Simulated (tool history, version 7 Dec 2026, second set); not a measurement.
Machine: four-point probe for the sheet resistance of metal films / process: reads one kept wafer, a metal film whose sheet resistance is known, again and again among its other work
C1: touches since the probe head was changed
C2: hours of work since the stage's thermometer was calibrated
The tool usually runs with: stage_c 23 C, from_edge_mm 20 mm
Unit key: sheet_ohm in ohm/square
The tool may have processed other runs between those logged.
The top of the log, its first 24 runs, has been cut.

Run 25, hour 943.7: usual settings but from_edge_mm 6 mm; C1 35762; C2 183. Result: sheet_ohm 1.208705 ohm/square.
Run 26, hour 996.4: usual settings but stage_c 31 C, from_edge_mm 6 mm; C1 37486; C2 215. Result: sheet_ohm 1.216752 ohm/square.
Run 27, hour 1038: usual settings but stage_c 35 C, from_edge_mm 9 mm; C1 38846; C2 241. Result: sheet_ohm 1.210717 ohm/square.
Run 28, hour 1086.1: usual settings but stage_c 24 C, from_edge_mm 4 mm; C1 40420; C2 271. Result: sheet_ohm 1.231444 ohm/square.
Run 29, hour 1128.6: usual settings but stage_c 24 C, from_edge_mm 4 mm; C1 41807; C2 297. Result: sheet_ohm 1.230829 ohm/square.
Run 30, hour 1161: usual settings but stage_c 24 C, from_edge_mm 4 mm; C1 42866; C2 317. Result: sheet_ohm 1.231173 ohm/square.
Run 31, hour 1216.8: usual settings but stage_c 22 C, from_edge_mm 4 mm; C1 44691; C2 351. Result: sheet_ohm 1.228602 ohm/square.
Run 32, hour 1249.5: usual settings but stage_c 22 C, from_edge_mm 4 mm; C1 45759; C2 371. Result: sheet_ohm 1.228683 ohm/square.
Run 33, hour 1295.4: usual settings but stage_c 22 C, from_edge_mm 4 mm; C1 47262; C2 400. Result: sheet_ohm 1.228827 ohm/square.
Run 34, hour 1343.7: usual settings but from_edge_mm 12 mm; C1 48841; C2 429. Result: sheet_ohm 1.195666 ohm/square.
Run 35, hour 1381.6: usual settings but from_edge_mm 12 mm; C1 50078; C2 453. Result: sheet_ohm 1.195488 ohm/square.
Run 36, hour 1418.4: usual settings but from_edge_mm 12 mm; C1 51283; C2 476. Result: sheet_ohm 1.195182 ohm/square.

Alternative continuations, all from the tool just after run 36; predict every row:
Run A, hour 1453: usual settings but stage_c 18 C, from_edge_mm 12 mm; C1 52412; C2 497. Result: sheet_ohm ?.
Run B, hour 1453: usual settings but stage_c 32 C, from_edge_mm 39 mm; C1 52412; C2 497. Result: sheet_ohm ?.
Run C, hour 1453: usual settings but stage_c 24 C; C1 52412; C2 497. Result: sheet_ohm ?.

run  sheet_ohm
  A   1.190531
  B   1.200582
  C   1.193598
What these runs would have given with no unlogged condition in the tool:
run  sheet_ohm
  A   1.190708
  B   1.200761
  C   1.193776
